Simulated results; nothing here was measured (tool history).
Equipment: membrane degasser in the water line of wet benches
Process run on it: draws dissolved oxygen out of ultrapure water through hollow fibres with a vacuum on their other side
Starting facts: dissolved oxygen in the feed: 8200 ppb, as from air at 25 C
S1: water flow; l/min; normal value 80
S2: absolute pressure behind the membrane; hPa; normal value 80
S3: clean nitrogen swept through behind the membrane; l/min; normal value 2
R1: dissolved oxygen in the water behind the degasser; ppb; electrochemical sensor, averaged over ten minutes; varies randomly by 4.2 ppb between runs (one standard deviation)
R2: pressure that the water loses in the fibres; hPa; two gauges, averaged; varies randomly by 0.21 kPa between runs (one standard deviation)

| run | day | S1 | S2 | S3 | R1 | R2 |
|---|---|---|---|---|---|---|
| 1 | 0 | 80 | 80 | 2 | 429.7 | 489.4 |
| 2 | 2.458 | 80 | 80 | 4.91 | 235.3 | 492.8 |
| 3 | 4.8 | 80 | 80 | 4.91 | 234.2 | 491.6 |
| 4 | 6.562 | 90 | 80 | 4.91 | 261.9 | 559.5 |
| 5 | 8.975 | 90 | 80 | 2 | 477.3 | 554.4 |
| 6 | 10.629 | 80 | 80 | 2 | 437.9 | 495.9 |
| 7 | 12.021 | 80 | 80 | 2 | 432.2 | 494 |
| 8 | 14.612 | 80 | 80 | 2 | 437 | 495.6 |
| 9 | 17.25 | 54 | 80 | 2 | 307 | 333.7 |
| 10 | 19.154 | 54 | 80 | 2 | 305.6 | 334.1 |
| 11 | 20.404 | 80 | 80 | 2 | 428.5 | 494.7 |
| 12 | 22.167 | 80 | 80 | 2 | 437.6 | 493.1 |
| 13 | 23.688 | 80 | 80 | 2 | 437.1 | 496.5 |
| 14 | 24.825 | 80 | 80 | 2 | 441.8 | 494.8 |
| 15 | 26.633 | 80 | 80 | 2 | 433.7 | 497.3 |
| 16 | 28.546 | 80 | 80 | 2 | 432.2 | 496.8 |
| 17 | 29.983 | 80 | 80 | 4.55 | 250.9 | 499.2 |
| 18 | 32.521 | 64 | 172.6 | 2.81 | 696 | 394.9 |
| 19 | 34.342 | 127 | 103.3 | 0.9 | 1335.5 | 784 |
| 20 | 36.679 | 127 | 103.3 | 0.9 | 1326.8 | 783.4 |

Run 21 is up next; what results do you expect?
| 21 | 38.096 | 113 | 52.9 | 5.79 | ? | ? |

R1: 191.3 ppb
R2: 702 hPa
Minus the tool's unlogged condition, the same run would have read R1 178.2 ppb, R2 689.5 hPa.

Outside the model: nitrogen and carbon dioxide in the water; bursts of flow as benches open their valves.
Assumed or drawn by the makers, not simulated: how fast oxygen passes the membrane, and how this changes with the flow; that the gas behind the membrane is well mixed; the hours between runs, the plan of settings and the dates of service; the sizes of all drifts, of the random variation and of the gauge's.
